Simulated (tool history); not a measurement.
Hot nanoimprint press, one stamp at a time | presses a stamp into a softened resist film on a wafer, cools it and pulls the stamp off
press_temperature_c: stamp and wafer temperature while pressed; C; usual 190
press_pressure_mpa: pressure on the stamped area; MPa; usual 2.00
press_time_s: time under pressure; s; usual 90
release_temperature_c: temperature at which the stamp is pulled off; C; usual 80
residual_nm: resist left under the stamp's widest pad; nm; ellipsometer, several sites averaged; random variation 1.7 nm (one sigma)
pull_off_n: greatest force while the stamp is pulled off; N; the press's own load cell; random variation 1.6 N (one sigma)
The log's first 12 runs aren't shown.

| run | hour | press_temperature_c | press_pressure_mpa | press_time_s | release_temperature_c | residual_nm | pull_off_n |
|---|---|---|---|---|---|---|---|
| 13 | 175.9 | 190 | 2.00 | 90 | 80 | 276.7 | 99 |
| 14 | 193.2 | 190 | 2.00 | 90 | 80 | 280.4 | 98 |
| 15 | 204.0 | 190 | 2.00 | 90 | 80 | 274.4 | 98 |
| 16 | 223.1 | 186 | 3.18 | 90 | 80 | 231.9 | 100 |
| 17 | 240.6 | 186 | 3.18 | 90 | 80 | 236.2 | 97 |
| 18 | 254.8 | 197 | 1.69 | 65 | 80 | 294.4 | 99 |
| 19 | 271.1 | 188 | 2.71 | 66 | 78 | 272.2 | 101 |
| 20 | 292.4 | 190 | 2.00 | 110 | 87 | 262.3 | 85 |
| 21 | 311.8 | 190 | 2.00 | 110 | 67 | 261.1 | 127 |
|  | 331.2 | stamp cleaned and given a new release coat |
| 22 | 332.4 | 191 | 3.15 | 177 | 77 | 163.6 | 106 |
| 23 | 341.2 | 191 | 3.15 | 177 | 77 | 162.0 | 105 |
| 24 | 359.6 | 188 | 1.30 | 177 | 77 | 295.4 | 106 |
| 25 | 369.3 | 188 | 1.30 | 165 | 85 | 300.6 | 90 |
| 26 | 387.8 | 190 | 2.00 | 139 | 78 | 239.3 | 104 |
| 27 | 405.0 | 189 | 2.77 | 64 | 80 | 267.9 | 100 |
| 28 | 417.2 | 189 | 2.77 | 64 | 80 | 265.0 | 101 |
| 29 | 434.9 | 189 | 2.77 | 64 | 80 | 263.9 | 98 |
| 30 | 454.3 | 190 | 2.35 | 90 | 80 | 254.1 | 100 |

Forecast each of these 4 alternatives for the next run:
| A | 470.3 | 183 | 2.00 | 158 | 84 | ? | ? |
| B | 470.3 | 190 | 2.35 | 90 | 69 | ? | ? |
| C | 470.3 | 190 | 2.51 | 90 | 83 | ? | ? |
| D | 470.3 | 190 | 2.57 | 49 | 80 | ? | ? |

| run | residual_nm | pull_off_n |
|---|---|---|
| A | 275.1 | 94 |
| B | 254.3 | 124 |
| C | 243.2 | 93 |
| D | 297.9 | 98 |
Without the tool's hidden state the same runs would have given:
| run | residual_nm | pull_off_n |
|---|---|---|
| A | 274.3 | 94 |
| B | 253.6 | 124 |
| C | 242.5 | 93 |
| D | 297.1 | 98 |

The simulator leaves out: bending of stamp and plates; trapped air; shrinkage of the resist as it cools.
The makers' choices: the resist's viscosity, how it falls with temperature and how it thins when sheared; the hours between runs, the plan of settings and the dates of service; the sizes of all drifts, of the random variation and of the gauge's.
